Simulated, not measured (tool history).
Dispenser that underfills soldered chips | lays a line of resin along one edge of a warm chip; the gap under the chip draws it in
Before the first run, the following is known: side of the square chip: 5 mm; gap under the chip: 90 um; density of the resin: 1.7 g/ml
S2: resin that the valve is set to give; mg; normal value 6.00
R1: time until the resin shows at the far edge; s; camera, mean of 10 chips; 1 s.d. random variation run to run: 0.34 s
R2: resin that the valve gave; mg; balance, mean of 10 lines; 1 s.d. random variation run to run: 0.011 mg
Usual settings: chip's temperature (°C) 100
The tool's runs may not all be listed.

{"run": 1, "hour": 0.0, "chip's temperature (°C)": 100, "S2": 6.0, "R1": 18.3, "R2": 5.93}
{"run": 2, "hour": 3.2, "chip's temperature (°C)": 100, "S2": 6.0, "R1": 23.2, "R2": 5.91}
{"hour": 7.8, "done": "new syringe of resin"}
{"run": 3, "hour": 8.7, "chip's temperature (°C)": 100, "S2": 6.0, "R1": 17.7, "R2": 5.92}
{"run": 4, "hour": 13.3, "chip's temperature (°C)": 100, "S2": 7.33, "R1": 23.1, "R2": 7.21}
{"hour": 17.8, "done": "new syringe of resin"}
{"run": 5, "hour": 18.1, "chip's temperature (°C)": 100, "S2": 7.33, "R1": 16.5, "R2": 7.19}
{"run": 6, "hour": 22.3, "chip's temperature (°C)": 100, "S2": 7.33, "R1": 21.3, "R2": 7.16}
{"run": 7, "hour": 26.6, "chip's temperature (°C)": 100, "S2": 7.33, "R1": 28.4, "R2": 7.16}
{"hour": 27.7, "done": "new syringe of resin"}
{"run": 8, "hour": 30.9, "chip's temperature (°C)": 92, "S2": 6.0, "R1": 26.6, "R2": 5.84}
{"hour": 35.1, "done": "dispensing valve cleaned and set on the balance"}
{"run": 9, "hour": 37.4, "chip's temperature (°C)": 100, "S2": 6.0, "R1": 28.8, "R2": 6.02}
{"hour": 38.5, "done": "new syringe of resin"}
{"run": 10, "hour": 40.2, "chip's temperature (°C)": 100, "S2": 6.0, "R1": 18.0, "R2": 5.99}
{"run": 11, "hour": 44.2, "chip's temperature (°C)": 100, "S2": 6.0, "R1": 24.1, "R2": 5.99}
{"run": 12, "hour": 47.6, "chip's temperature (°C)": 100, "S2": 6.0, "R1": 28.3, "R2": 5.96}
{"hour": 48.8, "done": "new syringe of resin"}
{"run": 13, "hour": 50.7, "chip's temperature (°C)": 92, "S2": 6.0, "R1": 24.3, "R2": 5.95}
{"run": 14, "hour": 53.4, "chip's temperature (°C)": 92, "S2": 6.0, "R1": 28.8, "R2": 5.95}
{"hour": 58.7, "done": "new syringe of resin"}
{"run": 15, "hour": 58.9, "chip's temperature (°C)": 92, "S2": 6.0, "R1": 21.3, "R2": 5.96}
{"run": 16, "hour": 64.5, "chip's temperature (°C)": 92, "S2": 6.0, "R1": 30.6, "R2": 5.95}
{"hour": 68.6, "done": "new syringe of resin"}
{"run": 17, "hour": 69.7, "chip's temperature (°C)": 100, "S2": 6.0, "R1": 17.3, "R2": 5.92}
{"run": 18, "hour": 72.4, "chip's temperature (°C)": 100, "S2": 6.0, "R1": 20.6, "R2": 5.91}
{"run": 19, "hour": 75.6, "chip's temperature (°C)": 100, "S2": 6.0, "R1": 25.7, "R2": 5.89}
{"hour": 78.7, "done": "new syringe of resin"}
{"run": 20, "hour": 79.2, "chip's temperature (°C)": 95, "S2": 6.7, "R1": 20.4, "R2": 6.58}
{"run": 21, "hour": 82.8, "chip's temperature (°C)": 111, "S2": 5.65, "R1": 15.8, "R2": 5.55}
{"run": 22, "hour": 87.7, "chip's temperature (°C)": 106, "S2": 7.25, "R1": 24.4, "R2": 7.09}
{"hour": 89.0, "done": "new syringe of resin"}
{"run": 23, "hour": 90.7, "chip's temperature (°C)": 100, "S2": 7.52, "R1": 18.0, "R2": 7.35}
{"run": 24, "hour": 96.2, "chip's temperature (°C)": 98, "S2": 6.97, "R1": 28.4, "R2": 6.81}
{"hour": 99.2, "done": "dispensing valve cleaned and set on the balance"}
{"hour": 100.1, "done": "new syringe of resin"}
{"run": 25, "hour": 102.6, "chip's temperature (°C)": 109, "S2": 6.5, "R1": 14.5, "R2": 6.46}
{"run": 26, "hour": 106.3, "chip's temperature (°C)": 97, "S2": 5.58, "R1": 26.8, "R2": 5.55}
{"run": 27, "hour": 109.2, "chip's temperature (°C)": 97, "S2": 5.58, "R1": 32.7, "R2": 5.54}
{"hour": 109.9, "done": "new syringe of resin"}
{"run": 28, "hour": 115.1, "chip's temperature (°C)": 115, "S2": 5.45, "R1": 15.0, "R2": 5.39}
{"run": 29, "hour": 117.7, "chip's temperature (°C)": 89, "S2": 5.78, "R1": 40.6, "R2": 5.72}
{"hour": 119.9, "done": "new syringe of resin"}
{"run": 30, "hour": 120.7, "chip's temperature (°C)": 89, "S2": 5.78, "R1": 24.8, "R2": 5.7}
{"run": 31, "hour": 123.3, "chip's temperature (°C)": 112, "S2": 5.48, "R1": 14.4, "R2": 5.44}
{"run": 32, "hour": 127.5, "chip's temperature (°C)": 112, "S2": 5.48, "R1": 19.1, "R2": 5.42}
{"hour": 129.9, "done": "new syringe of resin"}
{"run": 33, "hour": 131.8, "chip's temperature (°C)": 112, "S2": 5.48, "R1": 12.3, "R2": 5.4}
{"run": 34, "hour": 134.7, "chip's temperature (°C)": 115, "S2": 6.27, "R1": 14.5, "R2": 6.16}
{"run": 35, "hour": 138.4, "chip's temperature (°C)": 89, "S2": 5.64, "R1": 41.8, "R2": 5.52}

Predict each of these 5 candidate next runs independently; none follows another, all start after run 35:
{"hour": 139.8, "done": "new syringe of resin"}
{"run": "A", "hour": 142.8, "chip's temperature (°C)": 106, "S2": 7.06, "R1": "?", "R2": "?"}
{"hour": 139.8, "done": "new syringe of resin"}
{"run": "B", "hour": 142.8, "chip's temperature (°C)": 112, "S2": 5.99, "R1": "?", "R2": "?"}
{"hour": 139.8, "done": "new syringe of resin"}
{"run": "C", "hour": 142.8, "chip's temperature (°C)": 114, "S2": 7.48, "R1": "?", "R2": "?"}
{"hour": 139.8, "done": "new syringe of resin"}
{"run": "D", "hour": 142.8, "chip's temperature (°C)": 94, "S2": 6.23, "R1": "?", "R2": "?"}
{"hour": 139.8, "done": "new syringe of resin"}
{"run": "E", "hour": 142.8, "chip's temperature (°C)": 87, "S2": 6.52, "R1": "?", "R2": "?"}

run=A R1=16.7 R2=6.92
run=B R1=14.0 R2=5.87
run=C R1=12.5 R2=7.32
run=D R1=24.4 R2=6.11
run=E R1=30.8 R2=6.39
What these runs would have given with no unlogged condition in the tool:
run=A R1=13.2 R2=7.06
run=B R1=11.0 R2=5.99
run=C R1=9.9 R2=7.48
run=D R1=19.1 R2=6.24
run=E R1=24.1 R2=6.52

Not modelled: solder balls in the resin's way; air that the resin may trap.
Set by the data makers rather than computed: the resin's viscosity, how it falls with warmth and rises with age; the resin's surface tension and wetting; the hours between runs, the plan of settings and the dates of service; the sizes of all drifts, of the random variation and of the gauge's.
